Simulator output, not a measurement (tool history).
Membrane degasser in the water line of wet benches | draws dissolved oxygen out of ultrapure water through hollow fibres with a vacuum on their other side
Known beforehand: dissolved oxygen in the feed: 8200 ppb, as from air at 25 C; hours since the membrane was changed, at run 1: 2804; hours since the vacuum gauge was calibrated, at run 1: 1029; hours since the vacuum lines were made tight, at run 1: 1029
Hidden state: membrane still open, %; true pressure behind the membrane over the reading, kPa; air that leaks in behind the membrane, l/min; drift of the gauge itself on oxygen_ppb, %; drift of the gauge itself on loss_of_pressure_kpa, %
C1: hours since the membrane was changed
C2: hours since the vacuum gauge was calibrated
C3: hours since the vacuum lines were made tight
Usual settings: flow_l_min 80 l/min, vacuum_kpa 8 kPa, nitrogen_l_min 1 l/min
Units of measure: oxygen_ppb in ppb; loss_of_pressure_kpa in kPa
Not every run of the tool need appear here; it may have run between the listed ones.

Run 1, hour 0: usual settings; C1 2804; C2 1029; C3 1029. Result: oxygen_ppb 604.6 ppb, loss_of_pressure_kpa 47.71 kPa.
Run 2, hour 97.8: usual settings; C1 2902; C2 1127; C3 1127. Result: oxygen_ppb 606.2 ppb, loss_of_pressure_kpa 47.58 kPa.
Run 3, hour 247.1: usual settings; C1 3051; C2 1276; C3 1276. Result: oxygen_ppb 609.7 ppb, loss_of_pressure_kpa 47.62 kPa.
Run 4, hour 335.3: usual settings; C1 3139; C2 1365; C3 1365. Result: oxygen_ppb 608 ppb, loss_of_pressure_kpa 47.38 kPa.
Run 5, hour 402.9: usual settings; C1 3207; C2 1432; C3 1432. Result: oxygen_ppb 608.2 ppb, loss_of_pressure_kpa 47.77 kPa.
Run 6, hour 548.5: usual settings but flow_l_min 54 l/min; C1 3352; C2 1578; C3 1578. Result: oxygen_ppb 464.7 ppb, loss_of_pressure_kpa 32.09 kPa.
Run 7, hour 612.2: usual settings; C1 3416; C2 1642; C3 1642. Result: oxygen_ppb 606 ppb, loss_of_pressure_kpa 47.4 kPa.
Run 8, hour 733.5: usual settings; C1 3537; C2 1763; C3 1763. Result: oxygen_ppb 611.6 ppb, loss_of_pressure_kpa 46.94 kPa.
Run 9, hour 877.1: usual settings; C1 3681; C2 1906; C3 1906. Result: oxygen_ppb 616.2 ppb, loss_of_pressure_kpa 47.08 kPa.
Run 10, hour 967.9: usual settings; C1 3772; C2 1997; C3 1997. Result: oxygen_ppb 602.9 ppb, loss_of_pressure_kpa 47.07 kPa.
Run 11, hour 1115.1: usual settings; C1 3919; C2 2145; C3 2145. Result: oxygen_ppb 602.3 ppb, loss_of_pressure_kpa 47.41 kPa.
Run 12, hour 1185.4: usual settings; C1 3989; C2 2215; C3 2215. Result: oxygen_ppb 608.9 ppb, loss_of_pressure_kpa 47.67 kPa.
Run 13, hour 1304.1: usual settings but flow_l_min 78 l/min, vacuum_kpa 6.06 kPa, nitrogen_l_min 0.92 l/min; C1 4108; C2 2333; C3 2333. Result: oxygen_ppb 383.5 ppb, loss_of_pressure_kpa 46.4 kPa.
Run 14, hour 1436.4: usual settings but flow_l_min 93 l/min, nitrogen_l_min 2.77 l/min; C1 4240; C2 2466; C3 2466. Result: oxygen_ppb 326.7 ppb, loss_of_pressure_kpa 54.93 kPa.
Run 15, hour 1560.6: usual settings but flow_l_min 94 l/min, vacuum_kpa 7.83 kPa, nitrogen_l_min 0.55 l/min; C1 4364; C2 2590; C3 2590. Result: oxygen_ppb 908.8 ppb, loss_of_pressure_kpa 55.44 kPa.
Run 16, hour 1716.7: usual settings but vacuum_kpa 15.7 kPa, nitrogen_l_min 1.28 l/min; C1 4520; C2 2746; C3 2746. Result: oxygen_ppb 1232.5 ppb, loss_of_pressure_kpa 47.19 kPa.
Run 17, hour 1785.8: usual settings but flow_l_min 49 l/min, vacuum_kpa 17.16 kPa, nitrogen_l_min 0.88 l/min; C1 4590; C2 2815; C3 2815. Result: oxygen_ppb 1260.5 ppb, loss_of_pressure_kpa 28.44 kPa.
Run 18, hour 1870.1: usual settings but flow_l_min 50 l/min, vacuum_kpa 5.24 kPa, nitrogen_l_min 0.82 l/min; C1 4674; C2 2900; C3 2900. Result: oxygen_ppb 225.4 ppb, loss_of_pressure_kpa 29.49 kPa.
Run 19, hour 1973.2: usual settings but flow_l_min 50 l/min, vacuum_kpa 5.24 kPa, nitrogen_l_min 0.82 l/min; C1 4777; C2 3003; C3 3003. Result: oxygen_ppb 222.4 ppb, loss_of_pressure_kpa 29.42 kPa.
Run 20, hour 2111: usual settings but flow_l_min 50 l/min, vacuum_kpa 5.24 kPa, nitrogen_l_min 0.82 l/min; C1 4915; C2 3140; C3 3140. Result: oxygen_ppb 221.9 ppb, loss_of_pressure_kpa 29.29 kPa.
At hour 2226.8: vacuum gauge calibrated.
Run 21, hour 2243.9: usual settings but vacuum_kpa 6.08 kPa; C1 5047; C2 17; C3 3273. Result: oxygen_ppb 370.5 ppb, loss_of_pressure_kpa 46.69 kPa.
Run 22, hour 2344.4: usual settings but flow_l_min 82 l/min, vacuum_kpa 14.17 kPa; C1 5148; C2 118; C3 3373. Result: oxygen_ppb 1311.9 ppb, loss_of_pressure_kpa 48.29 kPa.
Run 23, hour 2429.2: usual settings but flow_l_min 82 l/min, vacuum_kpa 14.17 kPa; C1 5233; C2 202; C3 3458. Result: oxygen_ppb 1313.1 ppb, loss_of_pressure_kpa 47.92 kPa.
Run 24, hour 2568.4: usual settings but vacuum_kpa 14.21 kPa, nitrogen_l_min 1.25 l/min; C1 5372; C2 342; C3 3597. Result: oxygen_ppb 1139.8 ppb, loss_of_pressure_kpa 46.95 kPa.

For each run, the measured value with the value that run would have given without the tool's hidden condition subtracted. The run-to-run variation is shared by both, the gauge scatter possibly not:
run  loss_of_pressure_kpa
  1                 +0.02
  2                 -0.01
  3                 -0.04
  4                 -0.06
  5                 -0.09
  6                 -0.09
  7                 -0.14
  8                 -0.17
  9                 -0.21
 10                 -0.24
 11                 -0.28
 12                  -0.3
 13                 -0.32
 14                 -0.42
 15                 -0.45
 16                 -0.43
 17                 -0.27
 18                  -0.3
 19                 -0.31
 20                 -0.33
 21                 -0.57
 22                 -0.61
 23                 -0.63
 24                 -0.65
oxygen_ppb: at most 1.1 ppb away from the measurement, every run.
